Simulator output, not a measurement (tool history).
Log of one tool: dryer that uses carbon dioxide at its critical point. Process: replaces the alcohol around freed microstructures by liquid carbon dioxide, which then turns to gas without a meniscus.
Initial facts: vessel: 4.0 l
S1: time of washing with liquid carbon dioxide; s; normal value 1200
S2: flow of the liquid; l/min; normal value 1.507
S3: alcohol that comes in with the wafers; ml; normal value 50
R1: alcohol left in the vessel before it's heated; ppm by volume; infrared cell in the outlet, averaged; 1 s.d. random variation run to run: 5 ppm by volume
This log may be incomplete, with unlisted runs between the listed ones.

run	hour	S1	S2	S3	R1
1	0	1200	1.507	50	124
2	58.8	1200	1.507	50	121
3	92.1	1200	1.507	50	148
4	122.6	1200	1.37	50	178
# hour 197: inlet filter changed
5	197	1200	1.507	50	105
6	258.1	1200	1.507	50	106
7	300.2	1200	1.507	50	119
8	370.3	1200	1.507	50	120
9	404.2	1200	1.507	50	135
10	446.4	1200	1.507	98	178
11	496.1	1200	1.507	98	180

Consider 5 possible next runs. They are alternatives, not a sequence: every one starts from the tool as it was left by run 11. What does each give?
A	553.6	1500	2.32	58	?
B	553.6	1200	2.07	50	?
C	553.6	1260	1.39	57	?
D	553.6	1200	1.507	56	?
E	553.6	780	0.96	98	?

run	R1
A	110
B	117
C	159
D	148
E	2473
Without the tool's unlogged condition, the same runs would have read:
run	R1
A	3
B	8
C	28
D	27
E	1904

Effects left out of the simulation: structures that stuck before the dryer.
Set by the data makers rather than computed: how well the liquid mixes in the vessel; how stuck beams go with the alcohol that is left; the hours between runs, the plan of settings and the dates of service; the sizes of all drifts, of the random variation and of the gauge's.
